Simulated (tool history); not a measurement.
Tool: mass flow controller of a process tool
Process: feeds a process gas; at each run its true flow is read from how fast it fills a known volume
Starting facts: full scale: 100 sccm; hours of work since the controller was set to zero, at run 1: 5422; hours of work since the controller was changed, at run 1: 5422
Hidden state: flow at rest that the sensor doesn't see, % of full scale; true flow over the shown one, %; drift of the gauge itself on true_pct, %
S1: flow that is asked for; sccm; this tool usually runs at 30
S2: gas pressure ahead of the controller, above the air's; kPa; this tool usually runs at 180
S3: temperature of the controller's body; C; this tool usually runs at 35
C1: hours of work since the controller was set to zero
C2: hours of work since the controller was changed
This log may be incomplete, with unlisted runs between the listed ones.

{"run": 1, "day": 0.0, "S1": 30, "S2": 180, "S3": 35, "C1": 5422, "C2": 5422, "true flow (%)": 98.94}
{"day": 7.538, "done": "controller exchanged for a calibrated one"}
{"run": 2, "day": 11.175, "S1": 30, "S2": 180, "S3": 35, "C1": 57, "C2": 57, "true flow (%)": 97.47}
{"run": 3, "day": 26.038, "S1": 30, "S2": 180, "S3": 35, "C1": 292, "C2": 292, "true flow (%)": 97.68}
{"run": 4, "day": 39.217, "S1": 30, "S2": 180, "S3": 35, "C1": 500, "C2": 500, "true flow (%)": 97.61}
{"run": 5, "day": 49.708, "S1": 33, "S2": 180, "S3": 35, "C1": 666, "C2": 666, "true flow (%)": 97.73}
{"run": 6, "day": 62.204, "S1": 45, "S2": 180, "S3": 35, "C1": 863, "C2": 863, "true flow (%)": 98.29}
{"run": 7, "day": 78.371, "S1": 61, "S2": 275, "S3": 34, "C1": 1118, "C2": 1118, "true flow (%)": 99.16}
{"run": 8, "day": 90.208, "S1": 61, "S2": 275, "S3": 34, "C1": 1305, "C2": 1305, "true flow (%)": 99.15}
{"run": 9, "day": 100.246, "S1": 61, "S2": 275, "S3": 34, "C1": 1463, "C2": 1463, "true flow (%)": 99.15}
{"run": 10, "day": 115.733, "S1": 32, "S2": 180, "S3": 30, "C1": 1708, "C2": 1708, "true flow (%)": 98.55}
{"run": 11, "day": 126.017, "S1": 18, "S2": 147, "S3": 35, "C1": 1870, "C2": 1870, "true flow (%)": 97.09}

Take each entry between the runs: how does the hidden state at the last listed run before it differ from the hidden state at the first listed run after it?
Between runs 1 and 2: controller exchanged for a calibrated one (day 7.538)
  flow at rest that the sensor doesn't see, % of full scale: -0.745 -> -0.029; true flow over the shown one, %: 3.71 -> -0.17
  measured less the result without the state, true flow (%): +1.22 -> -0.26
